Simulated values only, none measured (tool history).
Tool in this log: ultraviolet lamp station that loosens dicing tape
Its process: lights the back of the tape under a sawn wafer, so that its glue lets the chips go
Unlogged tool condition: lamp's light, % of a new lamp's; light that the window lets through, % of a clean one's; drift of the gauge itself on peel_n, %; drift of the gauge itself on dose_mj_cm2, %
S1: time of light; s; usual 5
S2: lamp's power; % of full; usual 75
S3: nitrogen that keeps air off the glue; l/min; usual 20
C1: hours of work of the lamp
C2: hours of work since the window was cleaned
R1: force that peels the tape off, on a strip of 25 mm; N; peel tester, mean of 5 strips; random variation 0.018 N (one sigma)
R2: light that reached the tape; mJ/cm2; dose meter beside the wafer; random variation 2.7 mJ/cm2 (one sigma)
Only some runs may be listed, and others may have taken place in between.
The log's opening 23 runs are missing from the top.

run	hour	S1	S2	S3	C1	C2	R1	R2
24	305.4	3	75	22	422	110	2.256	202
25	317.2	3	75	9	429	117	3.456	201
26	327	8	75	17	434	122	0.45	524
27	334.6	8	75	17	438	126	0.444	525
28	347	8	75	17	444	132	0.468	527
29	358.2	6	94	36	450	138	0.323	492
30	370	2	70	15	456	144	4.346	123
31	380.5	5	77	20	462	150	1.001	339
32	395	2	77	29	469	157	3.1	135
33	407.7	4	74	14	476	164	1.973	253
34	418.1	4	74	14	481	169	2.04	260
35	425.7	5	75	15	485	173	1.361	326
36	437.5	7	62	16	491	180	0.931	372
37	445.6	2	62	26	496	184	4.061	109
38	454.5	5	75	18	500	188	1.14	319
39	473.2	5	92	15	510	198	0.91	394
40	483.8	5	75	12	516	204	1.515	316
41	494.4	2	82	14	521	209	4.018	140
42	511.6	5	82	14	530	218	1.218	348
43	529.3	5	88	14	539	228	1.095	373
44	543.4	5	88	14	547	235	1.067	375

What if the next run were any one of these 3? Each begins from the tool's condition after run 44:
A	560.2	5	75	16	556	244	?	?
B	560.2	5	83	14	556	244	?	?
C	560.2	2	75	39	556	244	?	?

run	R1	R2
A	1.297	315
B	1.25	348
C	2.937	128
With the hidden condition removed and each run's random variation left untouched, the same runs would have given:
run	R1	R2
A	0.995	363
B	0.953	402
C	2.487	147
